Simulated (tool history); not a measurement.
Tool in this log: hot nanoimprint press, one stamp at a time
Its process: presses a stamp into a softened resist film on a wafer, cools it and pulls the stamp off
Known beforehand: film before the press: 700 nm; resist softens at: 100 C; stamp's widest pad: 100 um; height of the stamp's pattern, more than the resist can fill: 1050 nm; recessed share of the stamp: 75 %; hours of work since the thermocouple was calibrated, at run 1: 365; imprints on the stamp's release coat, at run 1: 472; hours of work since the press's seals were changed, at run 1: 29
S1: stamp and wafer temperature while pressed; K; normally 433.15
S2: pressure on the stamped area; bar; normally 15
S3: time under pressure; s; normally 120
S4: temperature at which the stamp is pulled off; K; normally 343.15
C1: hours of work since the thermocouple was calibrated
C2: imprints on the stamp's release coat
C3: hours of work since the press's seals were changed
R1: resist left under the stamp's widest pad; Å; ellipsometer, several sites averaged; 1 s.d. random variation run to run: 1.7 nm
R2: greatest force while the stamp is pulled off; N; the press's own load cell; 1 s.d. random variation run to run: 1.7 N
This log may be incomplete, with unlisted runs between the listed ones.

Run 1, hour 0: usual settings; C1 365; C2 472; C3 29. Result: R1 2602 Å, R2 102 N.
Run 2, hour 28.9: usual settings; C1 385; C2 583; C3 49. Result: R1 2595 Å, R2 101 N.
Run 3, hour 74.9: usual settings; C1 418; C2 759; C3 82. Result: R1 2583 Å, R2 105 N.
Run 4, hour 114.1: usual settings but S2 13.6 bar; C1 446; C2 908; C3 110. Result: R1 2692 Å, R2 103 N.
Run 5, hour 135.7: usual settings but S1 429.15 K; C1 462; C2 991; C3 126. Result: R1 3295 Å, R2 105 N.
Run 6, hour 186.2: usual settings; C1 498; C2 1184; C3 162. Result: R1 2567 Å, R2 107 N.
At hour 211.7: plate thermocouple calibrated.
At hour 231.8: stamp cleaned and given a new release coat.
Run 7, hour 236.2: usual settings; C1 13; C2 17; C3 191. Result: R1 2814 Å, R2 100 N.
Run 8, hour 271.1: usual settings but S1 432.15 K; C1 38; C2 151; C3 216. Result: R1 3023 Å, R2 100 N.
Run 9, hour 300.5: usual settings but S1 432.15 K; C1 59; C2 263; C3 237. Result: R1 2986 Å, R2 103 N.
Run 10, hour 327.8: usual settings but S1 432.15 K; C1 79; C2 368; C3 257. Result: R1 2986 Å, R2 104 N.
Run 11, hour 352.8: usual settings but S1 432.15 K, S4 338.15 K; C1 97; C2 463; C3 275. Result: R1 3016 Å, R2 115 N.
Run 12, hour 389.1: usual settings but S1 432.15 K, S4 338.15 K; C1 123; C2 602; C3 301. Result: R1 2954 Å, R2 117 N.
Run 13, hour 422.6: usual settings but S1 432.15 K, S3 236 s, S4 338.15 K; C1 147; C2 730; C3 325. Result: R1 2292 Å, R2 114 N.
Run 14, hour 456.2: usual settings but S2 11 bar; C1 171; C2 859; C3 349. Result: R1 3193 Å, R2 107 N.
Run 15, hour 477: usual settings but S2 11 bar; C1 186; C2 938; C3 364. Result: R1 3169 Å, R2 109 N.
Run 16, hour 502.3: usual settings but S2 15.2 bar; C1 204; C2 1035; C3 382. Result: R1 2705 Å, R2 108 N.
Run 17, hour 530.6: usual settings but S2 15.2 bar, S3 139 s; C1 224; C2 1143; C3 402. Result: R1 2581 Å, R2 108 N.
Run 18, hour 573.3: usual settings but S1 432.15 K, S2 9.3 bar, S3 62 s, S4 347.15 K; C1 255; C2 1307; C3 432. Result: R1 4463 Å, R2 99 N.

Run 19 has not been measured yet. What should we expect?
At hour 582.8: stamp cleaned and given a new release coat.
Run 19, hour 604.2: usual settings but S1 432.15 K, S2 9.3 bar, S3 62 s, S4 347.15 K; C1 272; C2 82; C3 450. Result: R1 ?, R2 ?.

Run 19 measured R1 4486 Å, R2 93 N.
Had the tool carried no hidden state, the very same run would have given R1 4544 Å, R2 93 N.
